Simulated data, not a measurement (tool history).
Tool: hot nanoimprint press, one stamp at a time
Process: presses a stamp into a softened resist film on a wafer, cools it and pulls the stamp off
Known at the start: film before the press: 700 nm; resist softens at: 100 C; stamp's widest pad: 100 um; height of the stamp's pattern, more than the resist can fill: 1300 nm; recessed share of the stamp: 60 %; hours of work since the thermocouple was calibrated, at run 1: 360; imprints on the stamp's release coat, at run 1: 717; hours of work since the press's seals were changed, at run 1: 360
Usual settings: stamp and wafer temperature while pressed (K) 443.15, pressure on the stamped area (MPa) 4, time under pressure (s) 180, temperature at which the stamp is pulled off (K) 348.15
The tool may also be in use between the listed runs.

| run | hour | stamp and wafer temperature while pressed (K) | pressure on the stamped area (MPa) | time under pressure (s) | temperature at which the stamp is pulled off (K) | hours of work since the thermocouple was calibrated | imprints on the stamp's release coat | hours of work since the press's seals were changed | resist left under the stamp's widest pad (nm) | greatest force while the stamp is pulled off (N) |
|---|---|---|---|---|---|---|---|---|---|---|
| 1 | 0 | 443.15 | 4 | 180 | 348.15 | 360 | 717 | 360 | 296.8 | 204 |
| 2 | 45.9 | 443.15 | 4 | 287 | 348.15 | 385 | 825 | 385 | 252.8 | 200 |
|  | 72.5 | plate thermocouple calibrated |
| 3 | 91.9 | 443.15 | 4 | 287 | 348.15 | 11 | 926 | 408 | 245.2 | 203 |
| 4 | 133.5 | 443.15 | 4 | 287 | 348.15 | 33 | 1024 | 431 | 245.9 | 210 |
| 5 | 204.1 | 443.15 | 4 | 287 | 341.15 | 71 | 1191 | 469 | 243.5 | 253 |
| 6 | 264 | 443.15 | 4 | 287 | 341.15 | 104 | 1332 | 501 | 242.2 | 250 |
|  | 301.1 | plate thermocouple calibrated, once more |
| 7 | 306.2 | 443.15 | 4 | 180 | 348.15 | 3 | 1424 | 523 | 315.6 | 236 |
| 8 | 367.4 | 443.15 | 4 | 180 | 348.15 | 36 | 1569 | 556 | 311.7 | 230 |
| 9 | 415.4 | 443.15 | 4 | 180 | 348.15 | 62 | 1682 | 582 | 311.6 | 235 |
| 10 | 458.9 | 443.15 | 4 | 180 | 348.15 | 85 | 1785 | 605 | 311.5 | 234 |
|  | 475.2 | press's hydraulic seals changed and the load cell set to zero |
| 11 | 498.3 | 443.15 | 4 | 305 | 348.15 | 102 | 1859 | 12 | 252.9 | 244 |
| 12 | 570.3 | 443.15 | 2.73 | 305 | 348.15 | 141 | 2029 | 51 | 308.2 | 251 |
|  | 602.5 | stamp cleaned and given a new release coat |
| 13 | 649.4 | 443.15 | 2.73 | 305 | 348.15 | 181 | 111 | 91 | 307.7 | 193 |
| 14 | 698.1 | 443.15 | 2.73 | 305 | 348.15 | 207 | 226 | 117 | 306.2 | 185 |
| 15 | 751.7 | 443.15 | 2.73 | 305 | 348.15 | 236 | 352 | 146 | 304.4 | 188 |
| 16 | 805.3 | 453.15 | 4.41 | 180 | 339.15 | 265 | 479 | 175 | 194.2 | 253 |
| 17 | 842.4 | 453.15 | 4.41 | 180 | 339.15 | 285 | 566 | 195 | 193.5 | 246 |
| 18 | 881.4 | 453.15 | 4.41 | 180 | 339.15 | 306 | 658 | 216 | 192.5 | 246 |
| 19 | 943.4 | 453.15 | 4.41 | 180 | 339.15 | 340 | 804 | 250 | 192.4 | 260 |
| 20 | 983.1 | 454.15 | 4 | 191 | 333.15 | 361 | 898 | 271 | 192.4 | 291 |
| 21 | 1017.6 | 443.15 | 4 | 180 | 334.15 | 380 | 979 | 290 | 292.6 | 280 |
|  | 1054.7 | plate thermocouple calibrated |
| 22 | 1076.9 | 443.15 | 4 | 119 | 352.15 | 12 | 1112 | 320 | 350.4 | 194 |
| 23 | 1120.9 | 445.15 | 4 | 180 | 342.15 | 36 | 1216 | 344 | 284.9 | 255 |
| 24 | 1190.9 | 445.15 | 4 | 180 | 342.15 | 74 | 1381 | 382 | 286.7 | 255 |
| 25 | 1232.5 | 439.15 | 2.87 | 180 | 348.15 | 96 | 1479 | 404 | 413 | 221 |
| 26 | 1305.9 | 434.15 | 4.93 | 311 | 348.15 | 136 | 1652 | 444 | 325.2 | 242 |
| 27 | 1352.5 | 449.15 | 4.93 | 229 | 348.15 | 161 | 1762 | 469 | 198.3 | 229 |
| 28 | 1422.5 | 451.15 | 4 | 180 | 348.15 | 199 | 1927 | 507 | 221.6 | 234 |
| 29 | 1455.9 | 443.15 | 2.78 | 180 | 350.15 | 217 | 2006 | 525 | 366.6 | 222 |
|  | 1502.8 | stamp cleaned and given a new release coat |
| 30 | 1510.4 | 443.15 | 2.78 | 333 | 350.15 | 243 | 17 | 551 | 296.7 | 173 |

Forecast each of these 3 alternatives for the next run:
| A | 1580.2 | 443.15 | 4 | 180 | 345.15 | 281 | 182 | 589 | ? | ? |
| B | 1580.2 | 431.15 | 5.35 | 128 | 348.15 | 281 | 182 | 589 | ? | ? |
| C | 1580.2 | 450.15 | 4 | 180 | 348.15 | 281 | 182 | 589 | ? | ? |

| run | resist left under the stamp's widest pad (nm) | greatest force while the stamp is pulled off (N) |
|---|---|---|
| A | 299.4 | 200 |
| B | 458.7 | 181 |
| C | 231 | 188 |
Without the tool's hidden state the same runs would have given:
| run | resist left under the stamp's widest pad (nm) | greatest force while the stamp is pulled off (N) |
|---|---|---|
| A | 306.6 | 201 |
| B | 467.3 | 182 |
| C | 235.8 | 190 |
